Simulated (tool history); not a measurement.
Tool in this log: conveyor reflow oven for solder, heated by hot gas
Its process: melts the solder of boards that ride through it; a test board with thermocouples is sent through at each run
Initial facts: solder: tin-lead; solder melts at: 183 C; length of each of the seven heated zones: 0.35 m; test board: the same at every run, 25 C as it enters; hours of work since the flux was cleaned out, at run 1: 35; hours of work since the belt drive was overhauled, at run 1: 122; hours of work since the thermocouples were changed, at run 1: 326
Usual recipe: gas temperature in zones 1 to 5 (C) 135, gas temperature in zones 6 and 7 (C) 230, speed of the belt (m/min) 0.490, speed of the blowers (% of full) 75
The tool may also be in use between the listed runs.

run,hour,gas temperature in zones 1 to 5 (C),gas temperature in zones 6 and 7 (C),speed of the belt (m/min),speed of the blowers (% of full),hours of work since the flux was cleaned out,hours of work since the belt drive was overhauled,hours of work since the thermocouples were changed,highest temperature of the board (C),time above the solder's melting point (s)
1,0.0,135,230,0.490,75,35,122,326,213.6,60.1
2,5.4,135,230,0.490,75,38,124,329,213.6,60.2
3,15.4,135,230,0.490,75,42,128,333,213.9,59.7
4,22.7,135,230,0.490,75,45,131,336,213.7,59.7
5,31.2,135,230,0.490,75,49,135,340,213.8,60.0
6,40.7,135,230,0.503,75,53,139,344,213.0,57.2
7,46.9,135,230,0.503,75,55,142,346,212.9,57.2
8,57.8,135,230,0.503,75,60,146,351,212.9,57.3
9,62.9,135,230,0.490,75,62,149,353,213.9,59.7
10,70.0,135,230,0.490,75,65,152,356,213.7,59.6
11,79.0,135,230,0.490,86,69,156,360,215.2,61.5
12,87.0,135,230,0.530,75,73,159,363,211.0,52.2
13,96.5,135,230,0.530,75,77,163,368,210.9,51.8
14,106.5,135,230,0.530,75,81,167,372,211.1,52.1
15,115.8,135,234,0.490,75,85,171,376,217.1,63.0
16,127.1,137,219,0.490,59,90,176,381,202.1,46.5
17,134.2,137,219,0.490,59,93,179,384,202.0,45.9
18,140.0,137,219,0.490,59,95,182,386,202.3,46.0
19,151.0,138,228,0.448,77,100,186,391,215.3,69.6
20,162.0,132,230,0.490,52,105,191,396,208.5,52.2
21,173.7,146,230,0.500,75,110,196,401,215.0,64.4
22,181.1,133,244,0.459,76,113,199,404,227.8,75.6
23,191.7,133,244,0.459,76,117,204,408,227.6,75.4
24,197.0,136,235,0.517,79,120,206,411,216.8,59.6
25,206.7,136,235,0.517,79,124,210,415,216.7,59.5
26,217.1,136,235,0.517,79,128,215,419,216.9,59.3
27,225.3,132,239,0.517,65,132,218,423,216.7,57.4
28,233.9,132,239,0.517,65,135,222,426,216.9,57.5
29,241.3,149,232,0.423,81,139,225,430,222.4,86.2
30,249.2,149,232,0.423,81,142,228,433,222.5,85.5

Predict each of these 4 candidate next runs independently; none follows another, all start after run 30:
A,257.9,128,232,0.555,75,146,232,437,?,?
B,257.9,135,222,0.494,75,146,232,437,?,?
C,257.9,135,226,0.461,75,146,232,437,?,?
D,257.9,130,230,0.541,55,146,232,437,?,?

run,highest temperature of the board (C),time above the solder's melting point (s)
A,209.4,45.1
B,206.5,51.6
C,211.8,62.3
D,204.7,41.7
Without the tool's unlogged condition, the same runs would have read:
run,highest temperature of the board (C),time above the solder's melting point (s)
A,209.2,44.9
B,206.0,51.0
C,211.2,61.7
D,204.3,41.3
